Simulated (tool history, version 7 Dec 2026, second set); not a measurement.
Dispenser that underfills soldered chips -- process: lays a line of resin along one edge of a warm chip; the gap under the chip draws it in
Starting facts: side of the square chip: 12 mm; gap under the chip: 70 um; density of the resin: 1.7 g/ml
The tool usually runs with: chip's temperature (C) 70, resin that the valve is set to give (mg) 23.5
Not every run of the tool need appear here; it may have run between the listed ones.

run	hour	chip's temperature (C)	resin that the valve is set to give (mg)	time until the resin shows at the far edge (s)	resin that the valve gave (mg)
1	0	70	23.5	221.2	23.18
2	2.7	70	23.5	253.4	23.13
# hour 3.4: new syringe of resin
3	6.4	70	22.9	181	22.54
4	9	70	23.5	206.6	23.07
# hour 13.6: new syringe of resin
5	13.6	70	23.5	152.5	22.99
6	17.3	70	23.5	187.6	23.05
7	20	82	23.5	147.2	23
8	22.8	76	29.6	194.9	29.07
# hour 23.8: new syringe of resin
9	27.7	64	23.5	233.4	22.98
10	30.5	64	23.5	272.5	22.92
11	32.9	56	29.8	379.2	29.09

Run 12, settings as shown, results not yet in. Your forecast:
# hour 34.1: new syringe of resin
12	36.4	75	23.3	?	?

Run 12 measured time until the resin shows at the far edge (s) 150.2, resin that the valve gave (mg) 22.74.
Take away the tool's hidden state, keep the run-to-run variation as it was, and the same run would have given time until the resin shows at the far edge (s) 132.7, resin that the valve gave (mg) 23.31.
